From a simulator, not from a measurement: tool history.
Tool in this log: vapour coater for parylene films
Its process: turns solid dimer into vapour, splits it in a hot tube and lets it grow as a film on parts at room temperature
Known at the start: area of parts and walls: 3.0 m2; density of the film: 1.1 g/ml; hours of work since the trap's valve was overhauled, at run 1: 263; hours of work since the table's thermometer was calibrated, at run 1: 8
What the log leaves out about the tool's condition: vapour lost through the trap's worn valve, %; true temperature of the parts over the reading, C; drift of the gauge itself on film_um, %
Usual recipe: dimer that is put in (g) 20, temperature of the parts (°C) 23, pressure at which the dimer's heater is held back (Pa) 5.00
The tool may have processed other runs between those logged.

| run | hour | dimer that is put in (g) | temperature of the parts (°C) | pressure at which the dimer's heater is held back (Pa) | hours of work since the trap's valve was overhauled | hours of work since the table's thermometer was calibrated | thickness of the film (µm) |
|---|---|---|---|---|---|---|---|
| 1 | 0.0 | 20 | 23 | 5.00 | 263 | 8 | 3.26 |
| 2 | 24.6 | 20 | 23 | 5.00 | 278 | 23 | 3.29 |
| 3 | 49.3 | 20 | 23 | 5.00 | 293 | 38 | 3.27 |
| 4 | 74.2 | 20 | 23 | 5.00 | 308 | 53 | 3.26 |
| 5 | 85.2 | 20 | 23 | 5.00 | 314 | 60 | 3.26 |
| 6 | 101.6 | 20 | 23 | 8.40 | 324 | 70 | 3.13 |
| 7 | 124.0 | 20 | 23 | 8.40 | 338 | 83 | 3.08 |
| 8 | 136.1 | 20 | 23 | 8.40 | 345 | 91 | 3.08 |
| 9 | 150.7 | 20 | 23 | 5.00 | 354 | 99 | 3.23 |
| 10 | 164.1 | 20 | 21 | 5.00 | 362 | 108 | 3.43 |
| 11 | 176.7 | 20 | 23 | 5.00 | 370 | 115 | 3.27 |
| 12 | 199.2 | 20 | 23 | 5.00 | 383 | 129 | 3.23 |
| 13 | 212.4 | 20 | 23 | 5.00 | 392 | 137 | 3.27 |
| 14 | 229.8 | 20 | 23 | 5.00 | 402 | 147 | 3.28 |
| 15 | 241.9 | 20 | 23 | 5.00 | 409 | 155 | 3.24 |
| 16 | 253.3 | 20 | 23 | 5.00 | 416 | 162 | 3.25 |
| 17 | 263.6 | 12 | 23 | 5.00 | 423 | 168 | 1.94 |
| 18 | 279.4 | 20 | 23 | 5.00 | 432 | 177 | 3.26 |
| 19 | 302.1 | 20 | 23 | 5.00 | 446 | 191 | 3.17 |
| 20 | 322.5 | 9 | 23 | 5.00 | 458 | 204 | 1.46 |
| 21 | 334.1 | 9 | 23 | 5.00 | 465 | 211 | 1.43 |
| 22 | 347.1 | 9 | 23 | 5.00 | 473 | 218 | 1.44 |
| 23 | 364.3 | 11 | 19 | 4.90 | 484 | 229 | 1.94 |
| 24 | 374.8 | 11 | 19 | 4.90 | 490 | 235 | 1.95 |
| 25 | 387.7 | 27 | 28 | 2.57 | 498 | 243 | 4.12 |
| 26 | 412.3 | 10 | 18 | 5.00 | 513 | 258 | 1.76 |
| 27 | 431.9 | 9 | 33 | 5.00 | 525 | 270 | 1.14 |
| 28 | 447.8 | 19 | 33 | 9.70 | 534 | 279 | 2.30 |
| 29 | 466.5 | 19 | 33 | 9.70 | 545 | 291 | 2.24 |
| 30 | 478.6 | 19 | 33 | 9.70 | 553 | 298 | 2.29 |
| 31 | 502.8 | 8 | 24 | 6.12 | 568 | 313 | 1.21 |
| 32 | 518.7 | 8 | 24 | 6.12 | 577 | 322 | 1.23 |
| 33 | 540.9 | 8 | 24 | 4.03 | 591 | 336 | 1.25 |
| 34 | 557.1 | 8 | 23 | 4.03 | 600 | 346 | 1.28 |
| 35 | 572.3 | 8 | 23 | 3.00 | 610 | 355 | 1.33 |
| 36 | 596.4 | 29 | 24 | 11.18 | 624 | 370 | 4.18 |
| 37 | 610.8 | 29 | 24 | 11.18 | 633 | 378 | 4.13 |
| 38 | 632.0 | 20 | 23 | 3.39 | 646 | 391 | 3.28 |
| 39 | 645.4 | 12 | 25 | 4.73 | 654 | 399 | 1.80 |
| 40 | 665.3 | 9 | 34 | 10.79 | 666 | 411 | 1.04 |
| 41 | 687.7 | 28 | 31 | 4.63 | 680 | 425 | 3.72 |
|  | 707.7 | trap's valve overhauled |
| 42 | 709.6 | 18 | 31 | 3.27 | 1 | 436 | 2.63 |
| 43 | 722.0 | 23 | 23 | 5.00 | 9 | 443 | 3.86 |

Run by run, hidden condition taken away, random variation retained:
| run | thickness of the film (µm) |
|---|---|
| 1 | 3.35 |
| 2 | 3.39 |
| 3 | 3.37 |
| 4 | 3.36 |
| 5 | 3.36 |
| 6 | 3.23 |
| 7 | 3.19 |
| 8 | 3.19 |
| 9 | 3.35 |
| 10 | 3.56 |
| 11 | 3.40 |
| 12 | 3.36 |
| 13 | 3.41 |
| 14 | 3.42 |
| 15 | 3.38 |
| 16 | 3.39 |
| 17 | 2.02 |
| 18 | 3.41 |
| 19 | 3.32 |
| 20 | 1.53 |
| 21 | 1.50 |
| 22 | 1.52 |
| 23 | 2.04 |
| 24 | 2.05 |
| 25 | 4.35 |
| 26 | 1.86 |
| 27 | 1.21 |
| 28 | 2.43 |
| 29 | 2.38 |
| 30 | 2.43 |
| 31 | 1.29 |
| 32 | 1.30 |
| 33 | 1.34 |
| 34 | 1.36 |
| 35 | 1.41 |
| 36 | 4.47 |
| 37 | 4.43 |
| 38 | 3.51 |
| 39 | 1.93 |
| 40 | 1.11 |
| 41 | 4.00 |
| 42 | 2.64 |
| 43 | 3.87 |

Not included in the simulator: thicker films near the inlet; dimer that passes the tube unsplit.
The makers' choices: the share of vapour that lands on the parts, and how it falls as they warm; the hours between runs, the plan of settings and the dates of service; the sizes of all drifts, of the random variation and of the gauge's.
